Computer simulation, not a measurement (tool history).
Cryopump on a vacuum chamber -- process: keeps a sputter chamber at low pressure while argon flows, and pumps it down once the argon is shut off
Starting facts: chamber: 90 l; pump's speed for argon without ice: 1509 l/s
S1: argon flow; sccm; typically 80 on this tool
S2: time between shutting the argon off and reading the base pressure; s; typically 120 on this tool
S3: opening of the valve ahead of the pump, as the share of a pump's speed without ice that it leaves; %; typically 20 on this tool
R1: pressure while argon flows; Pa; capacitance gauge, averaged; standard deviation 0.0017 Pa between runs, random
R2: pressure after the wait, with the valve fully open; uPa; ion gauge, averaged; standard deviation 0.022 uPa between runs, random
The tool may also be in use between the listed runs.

{"run": 1, "hour": 0.0, "S1": 80, "S2": 120, "S3": 20, "R1": 0.4649, "R2": 2.67}
{"hour": 86.1, "done": "pump warmed up, emptied and cooled again"}
{"run": 2, "hour": 96.0, "S1": 80, "S2": 120, "S3": 20, "R1": 0.4494, "R2": 2.53}
{"hour": 102.2, "done": "leaking fittings of the chamber tightened, without venting"}
{"run": 3, "hour": 148.4, "S1": 80, "S2": 120, "S3": 20, "R1": 0.4519, "R2": 0.63}
{"run": 4, "hour": 187.1, "S1": 71, "S2": 120, "S3": 20, "R1": 0.4001, "R2": 0.65}
{"run": 5, "hour": 280.7, "S1": 71, "S2": 120, "S3": 20, "R1": 0.402, "R2": 0.76}
{"run": 6, "hour": 347.8, "S1": 71, "S2": 120, "S3": 20, "R1": 0.3996, "R2": 0.84}
{"run": 7, "hour": 389.5, "S1": 71, "S2": 120, "S3": 20, "R1": 0.4054, "R2": 0.84}
{"run": 8, "hour": 431.7, "S1": 71, "S2": 120, "S3": 20, "R1": 0.4043, "R2": 0.93}
{"run": 9, "hour": 492.3, "S1": 71, "S2": 120, "S3": 51, "R1": 0.1633, "R2": 0.99}
{"run": 10, "hour": 566.9, "S1": 71, "S2": 120, "S3": 51, "R1": 0.1634, "R2": 1.07}
{"run": 11, "hour": 624.8, "S1": 61, "S2": 120, "S3": 20, "R1": 0.347, "R2": 1.09}
{"run": 12, "hour": 685.5, "S1": 40, "S2": 22, "S3": 20, "R1": 0.2286, "R2": 2.88}
{"run": 13, "hour": 766.5, "S1": 47, "S2": 151, "S3": 58, "R1": 0.0977, "R2": 1.18}
{"run": 14, "hour": 858.2, "S1": 142, "S2": 89, "S3": 26, "R1": 0.6332, "R2": 1.54}
{"run": 15, "hour": 913.4, "S1": 80, "S2": 87, "S3": 22, "R1": 0.4182, "R2": 1.68}
{"run": 16, "hour": 992.2, "S1": 80, "S2": 87, "S3": 22, "R1": 0.4262, "R2": 1.71}
{"run": 17, "hour": 1060.2, "S1": 80, "S2": 87, "S3": 22, "R1": 0.4251, "R2": 1.76}
{"hour": 1098.9, "done": "pump warmed up, emptied and cooled again"}
{"run": 18, "hour": 1134.2, "S1": 97, "S2": 120, "S3": 18, "R1": 0.6091, "R2": 1.61}
{"run": 19, "hour": 1228.6, "S1": 97, "S2": 120, "S3": 18, "R1": 0.6134, "R2": 1.68}
{"run": 20, "hour": 1306.2, "S1": 47, "S2": 101, "S3": 32, "R1": 0.168, "R2": 1.76}
{"run": 21, "hour": 1394.4, "S1": 39, "S2": 125, "S3": 45, "R1": 0.1014, "R2": 1.9}
{"run": 22, "hour": 1477.0, "S1": 142, "S2": 86, "S3": 57, "R1": 0.2938, "R2": 2.11}

Forecast each of these 5 alternatives for the next run:
{"run": "A", "hour": 1534.0, "S1": 62, "S2": 30, "S3": 57, "R1": "?", "R2": "?"}
{"run": "B", "hour": 1534.0, "S1": 106, "S2": 56, "S3": 57, "R1": "?", "R2": "?"}
{"run": "C", "hour": 1534.0, "S1": 136, "S2": 120, "S3": 20, "R1": "?", "R2": "?"}
{"run": "D", "hour": 1534.0, "S1": 142, "S2": 86, "S3": 32, "R1": "?", "R2": "?"}
{"run": "E", "hour": 1534.0, "S1": 142, "S2": 109, "S3": 15, "R1": "?", "R2": "?"}

run=A R1=0.1282 R2=3.22
run=B R1=0.2202 R2=2.53
run=C R1=0.7780 R2=2.09
run=D R1=0.5132 R2=2.17
run=E R1=1.0772 R2=2.13
Had the tool no hidden state, the same runs would have come out as:
run=A R1=0.1214 R2=1.70
run=B R1=0.2085 R2=1.01
run=C R1=0.7630 R2=0.59
run=D R1=0.4976 R2=0.70
run=E R1=1.0616 R2=0.62

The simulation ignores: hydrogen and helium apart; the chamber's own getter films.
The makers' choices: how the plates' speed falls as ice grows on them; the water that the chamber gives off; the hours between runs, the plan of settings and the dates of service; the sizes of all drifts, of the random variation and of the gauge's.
